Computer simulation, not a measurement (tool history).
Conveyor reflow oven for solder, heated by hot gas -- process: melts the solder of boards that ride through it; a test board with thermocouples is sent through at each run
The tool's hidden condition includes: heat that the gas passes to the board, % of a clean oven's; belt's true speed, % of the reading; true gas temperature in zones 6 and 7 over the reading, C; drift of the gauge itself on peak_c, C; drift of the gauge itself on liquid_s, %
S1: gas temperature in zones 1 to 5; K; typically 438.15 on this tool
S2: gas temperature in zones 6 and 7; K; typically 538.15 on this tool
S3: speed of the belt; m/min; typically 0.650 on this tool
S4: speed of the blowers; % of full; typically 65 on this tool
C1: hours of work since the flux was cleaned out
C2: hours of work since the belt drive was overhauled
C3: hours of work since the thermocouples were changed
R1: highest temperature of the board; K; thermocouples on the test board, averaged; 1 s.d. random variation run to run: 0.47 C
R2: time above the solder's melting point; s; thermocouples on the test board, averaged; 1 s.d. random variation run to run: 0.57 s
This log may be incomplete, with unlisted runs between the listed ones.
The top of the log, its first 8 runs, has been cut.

run 9 day=2.267 | S1=438.15 S2=532.15 S3=0.650 S4=65 | C1=76 C2=169 C3=603 | R1=516.35 R2=44.6
run 10 day=2.554 | S1=438.15 S2=532.15 S3=0.650 S4=65 | C1=79 C2=171 C3=606 | R1=515.95 R2=45.3
run 11 day=2.817 | S1=438.15 S2=538.15 S3=0.650 S4=65 | C1=81 C2=174 C3=608 | R1=521.25 R2=48.4
run 12 day=3.229 | S1=424.15 S2=538.15 S3=0.650 S4=65 | C1=85 C2=178 C3=612 | R1=519.05 R2=43.3
run 13 day=3.438 | S1=424.15 S2=538.15 S3=0.650 S4=65 | C1=87 C2=180 C3=614 | R1=518.75 R2=43.3
run 14 day=3.642 | S1=424.15 S2=538.15 S3=0.650 S4=65 | C1=89 C2=182 C3=616 | R1=519.25 R2=43.4
run 15 day=3.958 | S1=424.15 S2=538.15 S3=0.650 S4=65 | C1=92 C2=185 C3=619 | R1=519.35 R2=42.4
run 16 day=4.150 | S1=438.15 S2=534.15 S3=0.768 S4=55 | C1=94 C2=187 C3=621 | R1=509.05 R2=28.6
run 17 day=4.429 | S1=448.15 S2=538.15 S3=0.650 S4=56 | C1=97 C2=190 C3=624 | R1=520.45 R2=51.8
run 18 day=4.838 | S1=428.15 S2=538.15 S3=0.650 S4=56 | C1=101 C2=194 C3=628 | R1=516.75 R2=42.0
run 19 day=5.046 | S1=441.15 S2=533.15 S3=0.650 S4=65 | C1=103 C2=196 C3=630 | R1=517.75 R2=48.7
run 20 day=5.229 | S1=441.15 S2=533.15 S3=0.650 S4=65 | C1=105 C2=197 C3=632 | R1=517.65 R2=46.0
run 21 day=5.471 | S1=441.15 S2=533.15 S3=0.650 S4=65 | C1=107 C2=200 C3=634 | R1=516.95 R2=47.7
run 22 day=5.842 | S1=446.15 S2=544.15 S3=0.650 S4=65 | C1=111 C2=203 C3=638 | R1=528.05 R2=56.8
run 23 day=6.179 | S1=423.15 S2=533.15 S3=0.611 S4=84 | C1=114 C2=207 C3=641 | R1=520.65 R2=49.7
run 24 day=6.367 | S1=423.15 S2=531.15 S3=0.695 S4=86 | C1=116 C2=208 C3=643 | R1=515.25 R2=38.7
run 25 day=6.746 | S1=440.15 S2=538.15 S3=0.650 S4=50 | C1=119 C2=212 C3=646 | R1=516.15 R2=46.2
run 26 day=7.004 | S1=440.15 S2=538.15 S3=0.650 S4=50 | C1=122 C2=215 C3=649 | R1=516.85 R2=44.4
run 27 day=7.317 | S1=441.15 S2=538.15 S3=0.650 S4=65 | C1=125 C2=218 C3=652 | R1=522.05 R2=51.9
run 28 day=7.642 | S1=441.15 S2=538.15 S3=0.603 S4=70 | C1=128 C2=221 C3=655 | R1=524.85 R2=58.8
run 29 day=8.050 | S1=438.15 S2=529.15 S3=0.612 S4=65 | C1=132 C2=225 C3=659 | R1=515.25 R2=48.7
run 30 day=8.296 | S1=438.15 S2=529.15 S3=0.612 S4=65 | C1=134 C2=227 C3=661 | R1=515.85 R2=48.2

Predict each of these 4 candidate next runs independently; none follows another, all start after run 30:
run A day=8.600 | S1=453.15 S2=529.15 S3=0.620 S4=65 | C1=137 C2=230 C3=664 | R1=? R2=?
run B day=8.600 | S1=438.15 S2=538.15 S3=0.650 S4=57 | C1=137 C2=230 C3=664 | R1=? R2=?
run C day=8.600 | S1=438.15 S2=529.15 S3=0.615 S4=71 | C1=137 C2=230 C3=664 | R1=? R2=?
run D day=8.600 | S1=438.15 S2=529.15 S3=0.686 S4=58 | C1=137 C2=230 C3=664 | R1=? R2=?

run=A R1=517.85 R2=55.0
run=B R1=519.35 R2=47.4
run=C R1=516.85 R2=49.7
run=D R1=510.25 R2=35.4
What these runs would have given with no unlogged condition in the tool:
run=A R1=517.95 R2=55.1
run=B R1=519.45 R2=47.5
run=C R1=516.95 R2=49.8
run=D R1=510.35 R2=35.5
